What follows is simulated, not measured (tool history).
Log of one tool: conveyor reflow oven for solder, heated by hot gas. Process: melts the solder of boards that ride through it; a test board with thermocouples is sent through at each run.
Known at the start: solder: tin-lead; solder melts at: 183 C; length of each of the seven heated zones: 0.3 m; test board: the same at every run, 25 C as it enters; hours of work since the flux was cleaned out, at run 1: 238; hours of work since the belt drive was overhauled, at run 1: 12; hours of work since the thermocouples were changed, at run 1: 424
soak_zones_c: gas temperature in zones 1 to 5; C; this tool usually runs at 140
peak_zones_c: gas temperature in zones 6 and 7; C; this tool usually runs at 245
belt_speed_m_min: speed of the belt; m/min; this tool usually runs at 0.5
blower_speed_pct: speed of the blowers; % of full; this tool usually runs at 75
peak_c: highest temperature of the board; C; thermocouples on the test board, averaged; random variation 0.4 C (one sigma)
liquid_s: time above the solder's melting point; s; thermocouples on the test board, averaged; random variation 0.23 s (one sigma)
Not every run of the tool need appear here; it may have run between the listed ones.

| run | hour | soak_zones_c | peak_zones_c | belt_speed_m_min | blower_speed_pct | hours of work since the flux was cleaned out | hours of work since the belt drive was overhauled | hours of work since the thermocouples were changed | peak_c | liquid_s |
|---|---|---|---|---|---|---|---|---|---|---|
| 1 | 0 | 140 | 245 | 0.5 | 75 | 238 | 12 | 424 | 225.2 | 59.4 |
| 2 | 34.1 | 140 | 245 | 0.417 | 75 | 263 | 38 | 449 | 230.7 | 75.3 |
| 3 | 86.1 | 140 | 245 | 0.417 | 75 | 301 | 76 | 488 | 230 | 75.4 |
| 4 | 115.9 | 140 | 245 | 0.417 | 75 | 323 | 98 | 510 | 229.6 | 75 |
| 5 | 152.6 | 140 | 245 | 0.417 | 75 | 351 | 125 | 537 | 229.1 | 74.9 |
| 6 | 198.1 | 140 | 245 | 0.417 | 62 | 384 | 159 | 570 | 225.9 | 72.5 |
| 7 | 246.7 | 147 | 245 | 0.5 | 75 | 420 | 195 | 606 | 223.5 | 61 |
|  | 283.8 | flux residue cleaned out of gas plates and filters |
| 8 | 291.9 | 140 | 245 | 0.5 | 75 | 6 | 224 | 636 | 226.4 | 61.2 |
| 9 | 314.8 | 140 | 245 | 0.5 | 75 | 23 | 241 | 653 | 226.9 | 60.8 |
| 10 | 361 | 140 | 245 | 0.5 | 75 | 57 | 275 | 687 | 226.5 | 60.4 |
| 11 | 405.9 | 140 | 245 | 0.5 | 75 | 90 | 309 | 720 | 225.6 | 60.4 |
| 12 | 431.6 | 140 | 234 | 0.5 | 75 | 109 | 328 | 739 | 215.5 | 53.8 |
| 13 | 482.4 | 140 | 245 | 0.5 | 51 | 147 | 365 | 777 | 218 | 54.2 |
| 14 | 520.6 | 140 | 245 | 0.5 | 51 | 175 | 393 | 805 | 218 | 54.3 |
|  | 528.5 | belt drive overhauled, speed set with a stopwatch |
| 15 | 564.5 | 140 | 250 | 0.5 | 75 | 204 | 27 | 835 | 228.2 | 61.9 |
| 16 | 592.1 | 150 | 237 | 0.582 | 75 | 225 | 47 | 855 | 214.6 | 47.4 |
|  | 609.1 | belt drive overhauled, speed set with a stopwatch, once more |
| 17 | 641.9 | 140 | 239 | 0.5 | 76 | 259 | 24 | 889 | 218.6 | 55.2 |
| 18 | 692.6 | 140 | 239 | 0.5 | 76 | 296 | 62 | 926 | 217.5 | 54.7 |
| 19 | 720.5 | 142 | 234 | 0.5 | 76 | 317 | 82 | 947 | 213 | 52.2 |
| 20 | 745.9 | 140 | 238 | 0.5 | 82 | 336 | 101 | 966 | 217.2 | 54.4 |
| 21 | 774.8 | 140 | 238 | 0.5 | 82 | 357 | 123 | 987 | 217.4 | 54.2 |
| 22 | 800.5 | 140 | 238 | 0.5 | 82 | 376 | 141 | 1006 | 216.1 | 53.9 |
| 23 | 843.9 | 150 | 260 | 0.5 | 82 | 408 | 174 | 1038 | 237.1 | 68.6 |
| 24 | 889 | 128 | 245 | 0.497 | 75 | 441 | 207 | 1071 | 217.1 | 51.1 |
|  | 897.4 | flux residue cleaned out of gas plates and filters |
| 25 | 945.1 | 128 | 245 | 0.497 | 75 | 35 | 245 | 1109 | 224.2 | 55.6 |
| 26 | 969.5 | 146 | 245 | 0.497 | 77 | 53 | 263 | 1127 | 226.4 | 62.8 |
| 27 | 1008.3 | 140 | 245 | 0.447 | 75 | 82 | 291 | 1156 | 227.9 | 69 |

For some of the steps in peak_c from one run to the next: how much would appear even if the tool had no hidden state, given the settings, what came in and random variation, and how much remains for the hidden state plus any gauge scatter that the measured result and the result without hidden state don't share?
The hidden state here: heat that the gas passes to the board, % of a clean oven's; belt's true speed, % of the reading; true gas temperature in zones 6 and 7 over the reading, C; drift of the gauge itself on peak_c, C; drift of the gauge itself on liquid_s, %.
Run 7 -> 8: soak_zones_c 147 -> 140, flux residue cleaned out of gas plates and filters. peak_c +2.9 C: hidden state +4.2, all else -1.3.
Run 22 -> 23: soak_zones_c 140 -> 150, peak_zones_c 238 -> 260. peak_c +21 C: hidden state -0.9, all else +21.9.
Run 23 -> 24: soak_zones_c 150 -> 128, peak_zones_c 260 -> 245, belt_speed_m_min 0.5 -> 0.497, blower_speed_pct 82 -> 75. peak_c -20 C: hidden state -0.9, all else -19.1.
Run 24 -> 25: flux residue cleaned out of gas plates and filters. peak_c +7.1 C: hidden state +5.5, all else +1.6.
